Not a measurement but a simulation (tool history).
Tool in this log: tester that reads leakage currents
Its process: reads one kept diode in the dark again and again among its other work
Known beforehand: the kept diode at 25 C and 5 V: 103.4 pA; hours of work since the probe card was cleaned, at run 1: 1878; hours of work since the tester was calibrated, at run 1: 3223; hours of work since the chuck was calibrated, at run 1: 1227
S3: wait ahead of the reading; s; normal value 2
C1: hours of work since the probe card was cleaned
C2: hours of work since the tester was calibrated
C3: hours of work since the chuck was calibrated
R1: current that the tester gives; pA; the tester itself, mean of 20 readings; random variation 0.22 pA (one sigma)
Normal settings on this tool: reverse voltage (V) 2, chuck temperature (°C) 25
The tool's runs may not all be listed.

{"run": 1, "day": 0.0, "reverse voltage (V)": 2, "chuck temperature (°C)": 25, "S3": 2, "C1": 1878, "C2": 3223, "C3": 1227, "R1": 89.22}
{"run": 2, "day": 5.388, "reverse voltage (V)": 2, "chuck temperature (°C)": 25, "S3": 2, "C1": 1952, "C2": 3297, "C3": 1300, "R1": 90.44}
{"day": 10.921, "done": "chuck's temperature calibrated"}
{"run": 3, "day": 12.396, "reverse voltage (V)": 2, "chuck temperature (°C)": 25, "S3": 2, "C1": 2046, "C2": 3391, "C3": 20, "R1": 75.35}
{"run": 4, "day": 22.154, "reverse voltage (V)": 2, "chuck temperature (°C)": 25, "S3": 2, "C1": 2180, "C2": 3525, "C3": 154, "R1": 77.45}
{"run": 5, "day": 32.846, "reverse voltage (V)": 2, "chuck temperature (°C)": 25, "S3": 1.08, "C1": 2326, "C2": 3671, "C3": 300, "R1": 78.92}
{"run": 6, "day": 37.517, "reverse voltage (V)": 2, "chuck temperature (°C)": 25, "S3": 1.08, "C1": 2390, "C2": 3735, "C3": 364, "R1": 79.63}
{"run": 7, "day": 44.371, "reverse voltage (V)": 2, "chuck temperature (°C)": 25, "S3": 1.08, "C1": 2484, "C2": 3829, "C3": 458, "R1": 80.85}
{"run": 8, "day": 51.096, "reverse voltage (V)": 2, "chuck temperature (°C)": 25, "S3": 1.08, "C1": 2576, "C2": 3921, "C3": 550, "R1": 82.19}
{"run": 9, "day": 59.121, "reverse voltage (V)": 2, "chuck temperature (°C)": 25, "S3": 1.08, "C1": 2686, "C2": 4031, "C3": 659, "R1": 83.79}
{"day": 60.054, "done": "tester calibrated"}
{"run": 10, "day": 66.458, "reverse voltage (V)": 6.17, "chuck temperature (°C)": 36, "S3": 2, "C1": 2785, "C2": 88, "C3": 759, "R1": 345.5}
{"run": 11, "day": 72.367, "reverse voltage (V)": 6.17, "chuck temperature (°C)": 36, "S3": 2, "C1": 2866, "C2": 168, "C3": 839, "R1": 349.78}
{"day": 78.317, "done": "tester calibrated, once more"}
{"run": 12, "day": 80.871, "reverse voltage (V)": 2.05, "chuck temperature (°C)": 28, "S3": 1.64, "C1": 2981, "C2": 35, "C3": 955, "R1": 111.71}
{"day": 87.188, "done": "probe card cleaned and baked"}
{"run": 13, "day": 91.871, "reverse voltage (V)": 2.05, "chuck temperature (°C)": 28, "S3": 1.64, "C1": 64, "C2": 184, "C3": 1103, "R1": 108.36}
{"run": 14, "day": 97.338, "reverse voltage (V)": 2.05, "chuck temperature (°C)": 28, "S3": 2.59, "C1": 139, "C2": 258, "C3": 1178, "R1": 109.95}
{"run": 15, "day": 107.167, "reverse voltage (V)": 2.05, "chuck temperature (°C)": 28, "S3": 2.59, "C1": 273, "C2": 393, "C3": 1313, "R1": 111.83}
{"day": 112.2, "done": "chuck's temperature calibrated"}
{"run": 16, "day": 115.429, "reverse voltage (V)": 2.05, "chuck temperature (°C)": 25, "S3": 0.5, "C1": 385, "C2": 505, "C3": 44, "R1": 73.9}
{"run": 17, "day": 120.371, "reverse voltage (V)": 2, "chuck temperature (°C)": 35, "S3": 2, "C1": 453, "C2": 572, "C3": 112, "R1": 173.39}

Subtracting, for every run, the result it would have given without the tool's unlogged condition from the measured result gives the following. The same run-to-run variation enters both numbers; the gauge's scatter may not:
Unlogged tool condition in this case: stray current of the dirty probe card, pA a volt; current scale over the true one, %; true chuck temperature over the reading, C; drift of the gauge itself on leakage_pa, %.
run=1 R1=+18.24
run=2 R1=+19.29
run=3 R1=+4.46
run=4 R1=+6.09
run=5 R1=+7.85
run=6 R1=+8.66
run=7 R1=+9.84
run=8 R1=+11.05
run=9 R1=+12.6
run=10 R1=+52.57
run=11 R1=+56.76
run=12 R1=+18.06
run=13 R1=+14.88
run=14 R1=+16.22
run=15 R1=+18.64
run=16 R1=+2.06
run=17 R1=+5.33
